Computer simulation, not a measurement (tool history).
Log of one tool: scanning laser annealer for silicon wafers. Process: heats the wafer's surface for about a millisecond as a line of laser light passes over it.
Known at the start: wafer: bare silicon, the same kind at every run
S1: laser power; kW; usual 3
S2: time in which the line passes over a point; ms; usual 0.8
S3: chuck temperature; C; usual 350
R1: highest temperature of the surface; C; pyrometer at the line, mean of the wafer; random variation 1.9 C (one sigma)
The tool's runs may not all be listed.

{"run": 1, "hour": 0.0, "S1": 3, "S2": 0.8, "S3": 350, "R1": 1110}
{"run": 2, "hour": 28.2, "S1": 3.042, "S2": 0.8, "S3": 350, "R1": 1119}
{"run": 3, "hour": 63.3, "S1": 3.042, "S2": 0.8, "S3": 350, "R1": 1118}
{"run": 4, "hour": 104.1, "S1": 2.879, "S2": 0.8, "S3": 350, "R1": 1080}
{"run": 5, "hour": 157.6, "S1": 2.879, "S2": 0.8, "S3": 350, "R1": 1077}
{"run": 6, "hour": 179.9, "S1": 2.879, "S2": 0.8, "S3": 350, "R1": 1077}
{"run": 7, "hour": 222.4, "S1": 2.879, "S2": 0.8, "S3": 350, "R1": 1079}
{"run": 8, "hour": 257.3, "S1": 2.879, "S2": 0.8, "S3": 350, "R1": 1079}
{"run": 9, "hour": 280.4, "S1": 3, "S2": 0.8, "S3": 350, "R1": 1106}
{"run": 10, "hour": 332.1, "S1": 3, "S2": 0.8, "S3": 339, "R1": 1096}
{"run": 11, "hour": 357.2, "S1": 3, "S2": 0.645, "S3": 357, "R1": 1040}
{"run": 12, "hour": 398.1, "S1": 3.277, "S2": 0.8, "S3": 350, "R1": 1176}
{"run": 13, "hour": 426.8, "S1": 3.277, "S2": 0.8, "S3": 368, "R1": 1192}
{"run": 14, "hour": 463.2, "S1": 3.005, "S2": 0.8, "S3": 350, "R1": 1102}
{"hour": 488.4, "done": "window over the wafer cleaned"}
{"run": 15, "hour": 494.4, "S1": 2.614, "S2": 0.954, "S3": 339, "R1": 1074}
{"run": 16, "hour": 520.9, "S1": 2.614, "S2": 0.954, "S3": 339, "R1": 1073}
{"run": 17, "hour": 571.4, "S1": 3, "S2": 0.565, "S3": 348, "R1": 999}

Forecast each of these 3 alternatives for the next run:
{"run": "A", "hour": 594.1, "S1": 3, "S2": 0.91, "S3": 380, "R1": "?"}
{"run": "B", "hour": 594.1, "S1": 3.236, "S2": 0.565, "S3": 348, "R1": "?"}
{"run": "C", "hour": 594.1, "S1": 2.658, "S2": 0.614, "S3": 369, "R1": "?"}

run=A R1=1198
run=B R1=1050
run=C R1=971
Without the tool's hidden state the same runs would have given:
run=A R1=1200
run=B R1=1052
run=C R1=972
